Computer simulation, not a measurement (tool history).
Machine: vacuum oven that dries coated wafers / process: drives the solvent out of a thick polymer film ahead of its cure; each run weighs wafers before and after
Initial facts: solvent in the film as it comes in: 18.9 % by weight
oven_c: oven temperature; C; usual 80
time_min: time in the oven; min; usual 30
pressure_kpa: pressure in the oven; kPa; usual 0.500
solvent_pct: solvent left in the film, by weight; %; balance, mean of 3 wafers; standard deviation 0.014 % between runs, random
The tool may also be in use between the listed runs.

| run | hour | oven_c | time_min | pressure_kpa | solvent_pct |
|---|---|---|---|---|---|
| 1 | 0.0 | 80 | 30 | 0.500 | 1.86 |
| 2 | 18.1 | 80 | 30 | 0.500 | 1.86 |
| 3 | 36.9 | 80 | 30 | 0.500 | 1.87 |
| 4 | 56.1 | 80 | 30 | 0.500 | 1.86 |
| 5 | 64.3 | 80 | 30 | 0.500 | 1.88 |
| 6 | 79.8 | 80 | 30 | 0.500 | 1.84 |
| 7 | 88.2 | 80 | 35 | 0.500 | 1.41 |
| 8 | 103.1 | 80 | 35 | 0.500 | 1.38 |
| 9 | 117.1 | 80 | 30 | 0.358 | 1.79 |
| 10 | 133.0 | 80 | 27 | 0.500 | 2.24 |
| 11 | 145.5 | 80 | 27 | 0.500 | 2.22 |
| 12 | 157.6 | 80 | 30 | 1.727 | 2.49 |
| 13 | 172.3 | 80 | 30 | 1.727 | 2.50 |
| 14 | 189.9 | 80 | 30 | 1.727 | 2.49 |
| 15 | 200.7 | 80 | 45 | 0.500 | 0.86 |
| 16 | 212.8 | 80 | 19 | 0.500 | 3.81 |
| 17 | 224.6 | 80 | 19 | 0.500 | 3.82 |
| 18 | 243.5 | 80 | 19 | 0.500 | 3.82 |
| 19 | 253.4 | 80 | 19 | 0.500 | 3.79 |
| 20 | 263.4 | 80 | 19 | 0.500 | 3.79 |
| 21 | 278.3 | 80 | 39 | 0.500 | 1.12 |
| 22 | 296.9 | 80 | 39 | 0.500 | 1.12 |
| 23 | 310.8 | 80 | 39 | 0.500 | 1.11 |
| 24 | 323.9 | 80 | 35 | 1.815 | 2.12 |
| 25 | 339.2 | 80 | 37 | 0.500 | 1.24 |
| 26 | 355.4 | 80 | 37 | 0.783 | 1.38 |
| 27 | 374.1 | 87 | 16 | 0.793 | 2.89 |
| 28 | 383.0 | 66 | 36 | 1.219 | 5.24 |
| 29 | 392.3 | 66 | 36 | 1.219 | 5.27 |
| 30 | 404.7 | 77 | 30 | 0.641 | 2.56 |
| 31 | 421.7 | 69 | 30 | 1.726 | 5.55 |
| 32 | 437.0 | 69 | 30 | 1.726 | 5.50 |
| 33 | 447.7 | 69 | 49 | 1.726 | 3.41 |
| 34 | 463.9 | 80 | 39 | 1.690 | 1.76 |
| 35 | 482.8 | 71 | 54 | 1.624 | 2.55 |
| 36 | 496.0 | 71 | 54 | 1.624 | 2.59 |
| 37 | 513.7 | 75 | 24 | 0.331 | 3.92 |
| 38 | 532.7 | 93 | 16 | 0.500 | 1.55 |
| 39 | 540.9 | 80 | 30 | 1.478 | 2.33 |
| 40 | 560.4 | 80 | 30 | 1.478 | 2.36 |
| 41 | 570.9 | 80 | 30 | 1.478 | 2.33 |
| 42 | 580.9 | 87 | 38 | 1.089 | 0.80 |
| 43 | 589.6 | 82 | 29 | 1.628 | 2.16 |
| 44 | 602.3 | 82 | 34 | 0.433 | 1.13 |
| 45 | 619.1 | 82 | 34 | 0.433 | 1.13 |
| 46 | 629.0 | 89 | 47 | 0.560 | 0.38 |

Alternative continuations, all from the tool just after run 46; predict every row:
| A | 639.2 | 67 | 47 | 0.560 | ? |
| B | 639.2 | 78 | 30 | 0.560 | ? |
| C | 639.2 | 77 | 16 | 0.367 | ? |
| D | 639.2 | 89 | 30 | 0.560 | ? |
| E | 639.2 | 75 | 27 | 1.394 | ? |

| run | solvent_pct |
|---|---|
| A | 3.14 |
| B | 2.25 |
| C | 5.46 |
| D | 0.70 |
| E | 3.94 |
Stripped of hidden state, with their random variation kept, the same runs would have yielded:
| run | solvent_pct |
|---|---|
| A | 2.95 |
| B | 2.14 |
| C | 5.40 |
| D | 0.60 |
| E | 3.84 |

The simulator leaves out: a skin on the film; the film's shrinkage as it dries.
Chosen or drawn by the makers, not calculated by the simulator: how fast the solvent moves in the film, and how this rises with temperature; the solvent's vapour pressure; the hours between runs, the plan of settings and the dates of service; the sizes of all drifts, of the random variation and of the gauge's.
